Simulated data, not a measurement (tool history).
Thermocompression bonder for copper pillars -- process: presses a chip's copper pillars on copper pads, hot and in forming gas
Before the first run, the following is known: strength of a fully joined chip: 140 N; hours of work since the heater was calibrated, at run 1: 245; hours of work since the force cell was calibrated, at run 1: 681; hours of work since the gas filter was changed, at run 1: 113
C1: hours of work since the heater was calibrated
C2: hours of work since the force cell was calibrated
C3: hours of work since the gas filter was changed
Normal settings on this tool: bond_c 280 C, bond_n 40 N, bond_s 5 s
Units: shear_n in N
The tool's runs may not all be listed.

Run 1, day 0.000: usual settings; C1 245; C2 681; C3 113. Result: shear_n 71.9 N.
Run 2, day 1.046: usual settings; C1 256; C2 693; C3 124. Result: shear_n 70.5 N.
Run 3, day 2.800: usual settings; C1 275; C2 712; C3 143. Result: shear_n 69.4 N.
Run 4, day 4.067: usual settings; C1 289; C2 725; C3 157. Result: shear_n 69.0 N.
Run 5, day 5.896: usual settings but bond_c 267 C; C1 309; C2 745; C3 177. Result: shear_n 60.6 N.
Run 6, day 7.025: usual settings but bond_c 267 C; C1 321; C2 757; C3 189. Result: shear_n 59.6 N.
Run 7, day 7.921: usual settings but bond_c 267 C; C1 331; C2 767; C3 199. Result: shear_n 59.0 N.
Run 8, day 10.062: usual settings but bond_c 267 C; C1 354; C2 790; C3 222. Result: shear_n 59.0 N.
Run 9, day 11.117: usual settings but bond_c 267 C; C1 365; C2 801; C3 233. Result: shear_n 59.0 N.
Run 10, day 12.758: usual settings but bond_c 267 C; C1 383; C2 819; C3 251. Result: shear_n 57.4 N.
Run 11, day 14.358: usual settings; C1 400; C2 836; C3 268. Result: shear_n 64.8 N.
Run 12, day 16.171: usual settings but bond_n 24 N; C1 420; C2 856; C3 288. Result: shear_n 44.8 N.
Run 13, day 17.654: usual settings but bond_n 24 N; C1 436; C2 872; C3 304. Result: shear_n 44.3 N.
Run 14, day 19.342: usual settings but bond_n 24 N; C1 454; C2 890; C3 322. Result: shear_n 44.8 N.
Run 15, day 20.358: usual settings but bond_n 24 N; C1 465; C2 901; C3 333. Result: shear_n 44.2 N.
At day 21.400: forming gas filter changed.
Run 16, day 21.904: usual settings but bond_c 281 C, bond_n 24 N; C1 482; C2 918; C3 5. Result: shear_n 49.5 N.
Run 17, day 24.083: usual settings but bond_c 281 C, bond_n 24 N; C1 505; C2 941; C3 29. Result: shear_n 49.8 N.
At day 24.946: heater calibrated with a thermocouple chip.
Run 18, day 25.971: usual settings but bond_n 25 N; C1 11; C2 961; C3 48. Result: shear_n 56.5 N.
Run 19, day 27.054: usual settings; C1 23; C2 973; C3 60. Result: shear_n 76.6 N.
Run 20, day 29.171: usual settings; C1 46; C2 995; C3 83. Result: shear_n 74.7 N.
Run 21, day 30.154: usual settings; C1 56; C2 1006; C3 94. Result: shear_n 75.4 N.
Run 22, day 31.696: usual settings but bond_c 285 C, bond_s 6 s; C1 73; C2 1023; C3 110. Result: shear_n 80.8 N.
Run 23, day 32.625: usual settings but bond_c 265 C, bond_n 56 N; C1 83; C2 1033; C3 120. Result: shear_n 76.3 N.
Run 24, day 33.938: usual settings but bond_c 295 C, bond_s 4 s; C1 97; C2 1047; C3 135. Result: shear_n 76.5 N.
Run 25, day 35.508: usual settings but bond_c 295 C, bond_s 4 s; C1 114; C2 1064; C3 152. Result: shear_n 76.0 N.
Run 26, day 37.162: usual settings but bond_c 273 C; C1 132; C2 1082; C3 169. Result: shear_n 66.1 N.
Run 27, day 39.133: usual settings but bond_c 292 C, bond_n 26 N; C1 153; C2 1103; C3 191. Result: shear_n 59.6 N.
Run 28, day 40.896: usual settings but bond_c 276 C, bond_n 48 N, bond_s 14 s; C1 172; C2 1122; C3 210. Result: shear_n 98.6 N.
Run 29, day 42.446: usual settings but bond_c 294 C, bond_n 44 N; C1 189; C2 1139; C3 227. Result: shear_n 80.4 N.
Run 30, day 44.050: usual settings but bond_c 263 C, bond_n 48 N, bond_s 11 s; C1 206; C2 1156; C3 244. Result: shear_n 82.6 N.
Run 31, day 45.117: usual settings but bond_c 263 C, bond_n 29 N, bond_s 11 s; C1 218; C2 1168; C3 255. Result: shear_n 61.6 N.
Run 32, day 46.550: usual settings but bond_c 303 C, bond_n 60 N; C1 233; C2 1183; C3 271. Result: shear_n 96.1 N.
Run 33, day 47.892: usual settings but bond_c 273 C, bond_s 4 s; C1 248; C2 1198; C3 285. Result: shear_n 57.5 N.
Run 34, day 49.367: usual settings but bond_c 273 C, bond_s 4 s; C1 264; C2 1214; C3 301. Result: shear_n 56.9 N.
Run 35, day 51.283: usual settings but bond_c 294 C, bond_n 24 N; C1 285; C2 1234; C3 322. Result: shear_n 53.8 N.
Run 36, day 52.829: usual settings but bond_c 294 C, bond_n 24 N; C1 301; C2 1251; C3 339. Result: shear_n 52.9 N.
At day 53.300: forming gas filter changed.
Run 37, day 54.079: usual settings but bond_c 294 C, bond_n 24 N; C1 315; C2 1264; C3 8. Result: shear_n 59.0 N.
Run 38, day 56.225: usual settings but bond_c 286 C, bond_n 54 N, bond_s 3 s; C1 338; C2 1288; C3 32. Result: shear_n 75.0 N.
Run 39, day 58.067: usual settings but bond_c 286 C, bond_n 54 N, bond_s 3 s; C1 358; C2 1308; C3 52. Result: shear_n 74.0 N.
Run 40, day 59.704: usual settings but bond_c 284 C, bond_n 27 N, bond_s 10 s; C1 375; C2 1325; C3 69. Result: shear_n 71.8 N.
Run 41, day 61.312: usual settings but bond_c 284 C, bond_n 27 N, bond_s 10 s; C1 393; C2 1343; C3 87. Result: shear_n 71.6 N.

Each row is a separate what-if for the run after 41, all from the same tool condition, not one after another. Results?
Run A, day 62.467: usual settings but bond_c 283 C, bond_n 27 N, bond_s 10 s; C1 405; C2 1355; C3 99. Result: shear_n ?.
Run B, day 62.467: usual settings but bond_c 284 C, bond_n 37 N, bond_s 10 s; C1 405; C2 1355; C3 99. Result: shear_n ?.
Run C, day 62.467: usual settings but bond_c 293 C, bond_n 27 N, bond_s 10 s; C1 405; C2 1355; C3 99. Result: shear_n ?.

run  shear_n
  A     70.8
  B     85.2
  C     75.0
Without the tool's hidden state the same runs would have given:
run  shear_n
  A     81.6
  B     96.8
  C     85.9

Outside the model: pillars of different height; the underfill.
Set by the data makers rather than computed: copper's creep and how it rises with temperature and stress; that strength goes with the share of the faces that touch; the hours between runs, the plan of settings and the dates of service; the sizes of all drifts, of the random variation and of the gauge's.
